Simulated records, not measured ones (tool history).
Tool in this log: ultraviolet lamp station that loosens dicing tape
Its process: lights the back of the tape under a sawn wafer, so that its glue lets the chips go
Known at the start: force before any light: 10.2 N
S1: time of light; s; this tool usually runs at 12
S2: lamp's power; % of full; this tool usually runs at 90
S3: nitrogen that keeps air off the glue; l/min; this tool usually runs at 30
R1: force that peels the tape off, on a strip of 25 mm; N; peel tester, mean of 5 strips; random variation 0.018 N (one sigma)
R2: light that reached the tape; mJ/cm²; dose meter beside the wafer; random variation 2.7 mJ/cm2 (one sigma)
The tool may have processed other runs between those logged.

| run | hour | S1 | S2 | S3 | R1 | R2 |
|---|---|---|---|---|---|---|
| 1 | 0.0 | 12 | 90 | 30 | 1.065 | 316 |
| 2 | 21.8 | 12 | 90 | 30 | 1.017 | 312 |
| 3 | 67.4 | 12 | 90 | 30 | 1.071 | 310 |
| 4 | 119.1 | 12 | 90 | 31 | 1.094 | 309 |
| 5 | 167.1 | 12 | 90 | 31 | 1.104 | 307 |
| 6 | 196.3 | 12 | 90 | 14 | 1.805 | 306 |
|  | 199.9 | window cleaned of glue's vapour |
| 7 | 239.0 | 12 | 90 | 30 | 1.159 | 297 |
| 8 | 261.8 | 12 | 90 | 30 | 1.186 | 296 |
| 9 | 310.8 | 12 | 90 | 30 | 1.167 | 295 |
| 10 | 333.1 | 8 | 85 | 19 | 3.078 | 184 |
| 11 | 366.2 | 6 | 79 | 14 | 4.971 | 127 |
| 12 | 411.8 | 12 | 90 | 15 | 1.959 | 284 |
| 13 | 441.1 | 13 | 94 | 14 | 1.690 | 327 |
| 14 | 470.0 | 12 | 96 | 30 | 1.126 | 303 |
|  | 490.2 | window cleaned of glue's vapour, once more |
| 15 | 516.1 | 12 | 97 | 30 | 1.035 | 323 |

The next listed run, before its measurement:
| 16 | 564.3 | 12 | 97 | 30 | ? | ? |

{"run 16": {"R1": 1.046, "R2": 320}}
Were there no unlogged condition in the tool, this run, its random variation unchanged, would have produced R1 0.729 N, R2 383 mJ/cm².

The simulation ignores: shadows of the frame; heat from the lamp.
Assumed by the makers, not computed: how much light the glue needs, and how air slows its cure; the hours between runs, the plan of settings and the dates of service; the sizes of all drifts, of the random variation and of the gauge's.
